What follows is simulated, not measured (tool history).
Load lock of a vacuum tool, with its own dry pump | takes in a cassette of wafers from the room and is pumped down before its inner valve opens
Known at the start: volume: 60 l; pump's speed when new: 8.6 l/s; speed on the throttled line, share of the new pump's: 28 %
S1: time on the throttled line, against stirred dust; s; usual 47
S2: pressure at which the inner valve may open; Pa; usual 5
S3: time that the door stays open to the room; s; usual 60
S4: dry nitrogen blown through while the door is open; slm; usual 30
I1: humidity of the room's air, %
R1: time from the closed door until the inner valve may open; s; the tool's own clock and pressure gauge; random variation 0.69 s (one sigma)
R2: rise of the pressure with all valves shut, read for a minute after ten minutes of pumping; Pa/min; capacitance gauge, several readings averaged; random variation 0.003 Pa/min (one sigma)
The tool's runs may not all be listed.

run,hour,S1,S2,S3,S4,I1,R1,R2
1,0,47,5,60,30,45.1,111.2,0.062
2,139.4,47,5,60,4,45.7,110.4,0.094
3,424.9,46,5,60,4,42.4,108.5,0.094
4,587.1,47,5,60,6,44.6,109.6,0.094
5,752.7,47,5,60,6,44.8,110.5,0.093
6,1027.2,47,5,60,6,47.7,112,0.106
7,1273.5,47,5,60,6,42.5,112.3,0.099
8,1421.2,47,5,60,8,48,111.5,0.098
9,1689.3,47,5,60,36,43.6,111,0.068
10,1863.4,47,5,60,30,45.1,113,0.078
11,2108.1,47,5,60,30,46.4,113.8,0.08
12,2297.2,47,5,90,30,47.6,112.3,0.094
13,2542.4,47,5,90,30,47.6,112.2,0.094
14,2674.9,47,5,60,30,44.3,112.4,0.087
15,2806.7,47,5,60,30,46,113.1,0.088
16,3020,47,5,60,30,45.8,114.9,0.086
17,3251,47,5,60,30,47.6,113.8,0.093
18,3463,47,5,60,30,46.6,113.8,0.095
19,3704.9,47,5,60,30,46.6,113.4,0.101
20,3841.9,47,5,60,11,44.5,114.9,0.121
21,4114.3,47,5,60,11,46.4,115.4,0.122
22,4234.7,47,4,164,30,47,118.1,0.138
23,4469.4,47,4,164,30,44.5,118.2,0.13
24,4748.9,47,4,164,30,40.3,117.6,0.13
25,4914.6,24,7,119,30,47.5,96.8,0.133
26,5112,24,7,119,30,44.6,97.7,0.126
27,5318.1,94,6,119,34,45.4,145,0.125
28,5509.3,94,6,119,38,45,146.9,0.131
29,5734.8,83,8,50,41,46.8,134.4,0.113
30,5993.1,47,9,151,16,41.3,99.7,0.167
31,6125.8,47,5,60,5,49.1,104.1,0.166
32,6394.5,52,4,70,5,45.7,109.3,0.173
33,6605.2,47,8,48,30,45.5,98.6,0.128
34,6861.1,47,8,48,30,41.9,100.2,0.141
35,6981.2,47,5,60,30,42.5,105.1,0.134
36,7204.9,47,5,60,7,43,104.7,0.169
37,7357.2,31,5,39,7,42.9,93.6,0.156

Taken out of this log: 1 entry between the listed runs. Where each belongs, and how the hidden state differs across it:
Between runs 29 and 30: dry pump taken out, an overhauled one fitted (hour 5797.5)
  pump's speed, % of a new pump's: 82.5 -> 100.5; leak at the door's seal, Pa l/s: 0.0962 -> 0.0994
  measured less the result without the state, R1: +9.3 -> -0.2 s; R2: +0.092 -> +0.098 Pa/min

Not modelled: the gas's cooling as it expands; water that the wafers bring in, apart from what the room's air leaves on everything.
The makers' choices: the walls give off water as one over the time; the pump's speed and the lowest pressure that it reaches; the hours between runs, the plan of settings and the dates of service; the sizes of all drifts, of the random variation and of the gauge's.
